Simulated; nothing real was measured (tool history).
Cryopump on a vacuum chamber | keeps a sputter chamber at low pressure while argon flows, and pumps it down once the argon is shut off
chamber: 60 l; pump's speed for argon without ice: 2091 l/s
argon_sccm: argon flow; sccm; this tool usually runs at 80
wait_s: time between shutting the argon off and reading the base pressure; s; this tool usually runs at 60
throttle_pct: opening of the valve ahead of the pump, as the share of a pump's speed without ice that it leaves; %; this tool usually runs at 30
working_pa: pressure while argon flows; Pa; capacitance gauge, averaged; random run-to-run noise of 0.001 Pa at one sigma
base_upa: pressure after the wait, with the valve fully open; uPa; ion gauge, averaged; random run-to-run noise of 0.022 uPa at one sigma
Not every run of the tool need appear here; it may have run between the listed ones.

Run 1, hour 0: usual settings. Result: working_pa 0.2348 Pa, base_upa 1.19 uPa.
At hour 58.1: leaking fittings of the chamber tightened, without venting.
Run 2, hour 59.9: usual settings. Result: working_pa 0.2379 Pa, base_upa 0.69 uPa.
Run 3, hour 137.6: usual settings. Result: working_pa 0.2403 Pa, base_upa 0.68 uPa.
Run 4, hour 219.3: usual settings but argon_sccm 63 sccm. Result: working_pa 0.1877 Pa, base_upa 0.7 uPa.
At hour 251.8: pump warmed up, emptied and cooled again.
Run 5, hour 266.2: usual settings but argon_sccm 63 sccm. Result: working_pa 0.1717 Pa, base_upa 0.58 uPa.
Run 6, hour 348.7: usual settings but argon_sccm 63 sccm. Result: working_pa 0.1733 Pa, base_upa 0.64 uPa.
Run 7, hour 408.1: usual settings but argon_sccm 63 sccm, throttle_pct 53 %. Result: working_pa 0.0993 Pa, base_upa 0.65 uPa.
Run 8, hour 489.6: usual settings but argon_sccm 63 sccm, throttle_pct 53 %. Result: working_pa 0.1 Pa, base_upa 0.65 uPa.
Run 9, hour 587.4: usual settings but throttle_pct 35 %. Result: working_pa 0.1937 Pa, base_upa 0.72 uPa.
Run 10, hour 645.6: usual settings but throttle_pct 35 %. Result: working_pa 0.1928 Pa, base_upa 0.73 uPa.
Run 11, hour 705.6: usual settings but wait_s 84 s, throttle_pct 35 %. Result: working_pa 0.1946 Pa, base_upa 0.58 uPa.
Run 12, hour 768.5: usual settings but wait_s 298 s, throttle_pct 35 %. Result: working_pa 0.1954 Pa, base_upa 0.38 uPa.
Run 13, hour 816.1: usual settings but argon_sccm 127 sccm. Result: working_pa 0.3595 Pa, base_upa 0.72 uPa.
Run 14, hour 894.6: usual settings. Result: working_pa 0.2278 Pa, base_upa 0.77 uPa.
Run 15, hour 941: usual settings. Result: working_pa 0.2279 Pa, base_upa 0.78 uPa.
Run 16, hour 1006.1: usual settings but argon_sccm 113 sccm. Result: working_pa 0.3237 Pa, base_upa 0.76 uPa.
Run 17, hour 1062.1: usual settings but wait_s 116 s, throttle_pct 24 %. Result: working_pa 0.2854 Pa, base_upa 0.54 uPa.
Run 18, hour 1118.1: usual settings but wait_s 116 s, throttle_pct 24 %. Result: working_pa 0.2853 Pa, base_upa 0.56 uPa.
Run 19, hour 1164.4: usual settings but wait_s 59 s, throttle_pct 24 %. Result: working_pa 0.2877 Pa, base_upa 0.79 uPa.
Run 20, hour 1213.1: usual settings but argon_sccm 154 sccm, wait_s 23 s. Result: working_pa 0.4497 Pa, base_upa 1.51 uPa.
Run 21, hour 1261.6: usual settings but argon_sccm 154 sccm, wait_s 23 s. Result: working_pa 0.4555 Pa, base_upa 1.59 uPa.
Run 22, hour 1361.7: usual settings but argon_sccm 154 sccm, wait_s 23 s. Result: working_pa 0.4596 Pa, base_upa 1.58 uPa.
Run 23, hour 1419.6: usual settings but argon_sccm 154 sccm, wait_s 23 s. Result: working_pa 0.4622 Pa, base_upa 1.58 uPa.
At hour 1441.4: pump warmed up, emptied and cooled again.
Run 24, hour 1518.2: usual settings but argon_sccm 70 sccm, wait_s 23 s, throttle_pct 49 %. Result: working_pa 0.1182 Pa, base_upa 1.48 uPa.
Run 25, hour 1559.7: usual settings but argon_sccm 122 sccm, wait_s 23 s, throttle_pct 43 %. Result: working_pa 0.2349 Pa, base_upa 1.44 uPa.
Run 26, hour 1633.8: usual settings but argon_sccm 96 sccm. Result: working_pa 0.2637 Pa, base_upa 0.76 uPa.
Run 27, hour 1728.8: usual settings but argon_sccm 58 sccm. Result: working_pa 0.1622 Pa, base_upa 0.78 uPa.
Run 28, hour 1822.6: usual settings but argon_sccm 58 sccm. Result: working_pa 0.1617 Pa, base_upa 0.78 uPa.
Run 29, hour 1892.5: usual settings but argon_sccm 77 sccm, throttle_pct 20 %. Result: working_pa 0.3215 Pa, base_upa 0.86 uPa.
Run 30, hour 1936.5: usual settings but argon_sccm 72 sccm, wait_s 66 s, throttle_pct 32 %. Result: working_pa 0.1909 Pa, base_upa 0.84 uPa.
Run 31, hour 1980.1: usual settings but throttle_pct 37 %. Result: working_pa 0.1872 Pa, base_upa 0.83 uPa.

Alternative continuations, all from the tool just after run 31; predict every row:
Run A, hour 2047.9: usual settings but argon_sccm 66 sccm, wait_s 80 s, throttle_pct 37 %. Result: working_pa ?, base_upa ?.
Run B, hour 2047.9: usual settings but argon_sccm 57 sccm. Result: working_pa ?, base_upa ?.
Run C, hour 2047.9: usual settings but wait_s 69 s, throttle_pct 37 %. Result: working_pa ?, base_upa ?.
Run D, hour 2047.9: usual settings but argon_sccm 75 sccm. Result: working_pa ?, base_upa ?.

run  working_pa  base_upa
  A      0.1539      0.77
  B      0.1629      0.86
  C      0.1858      0.82
  D      0.2133      0.86
Without the tool's unlogged condition, the same runs would have read:
run  working_pa  base_upa
  A      0.1439      0.48
  B      0.1542      0.58
  C      0.1738      0.53
  D       0.202      0.57
